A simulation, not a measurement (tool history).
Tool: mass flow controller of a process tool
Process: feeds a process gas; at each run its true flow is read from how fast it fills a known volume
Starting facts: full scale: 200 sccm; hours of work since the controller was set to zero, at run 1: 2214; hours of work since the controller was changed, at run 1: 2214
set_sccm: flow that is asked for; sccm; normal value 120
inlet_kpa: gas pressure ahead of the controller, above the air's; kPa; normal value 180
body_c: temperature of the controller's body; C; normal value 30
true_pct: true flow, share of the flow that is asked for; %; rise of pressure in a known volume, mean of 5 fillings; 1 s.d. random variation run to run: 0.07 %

run    hour  set_sccm  inlet_kpa  body_c  hours of work since the controller was set to zero  hours of work since the controller was changed  true_pct
  1     0.0       120        180      30                                                2214                                            2214     98.48
  2   144.6       120        180      30                                                2258                                            2258     98.42
  3   274.4       120        180      30                                                2299                                            2299     98.48
  4   422.9       103        180      30                                                2344                                            2344     97.89
  5   543.8       103        180      30                                                2382                                            2382     97.90
  6   619.0       120        180      29                                                2405                                            2405     98.33
      629.8  -- controller's zero set anew
  7   750.6        60        222      22                                                  37                                            2446     95.74
  8   902.6        58        182      22                                                  84                                            2493     95.53
  9  1004.0        27        219      30                                                 116                                            2524     93.33
 10  1150.3        68        144      30                                                 161                                            2569     96.39
     1205.0  -- controller's zero set anew, once more
 11  1332.5        68        144      30                                                  39                                            2625     98.04

Selected run-to-run steps in true_pct, each split into two signed amounts: the part the tool would show with no hidden state at all (from settings, incoming material and random variation), and the remainder, which goes to the hidden state together with any gauge scatter not common to the measured and the hidden-state-free results:
The tool's hidden condition here consists of: flow at rest that the sensor doesn't see, % of full scale; true flow over the shown one, %; drift of the gauge itself on true_pct, %.
Run 9 -> 10: set_sccm 27 -> 68, inlet_kpa 219 -> 144. true_pct +3.06 %: hidden state +2.62, all else +0.44.
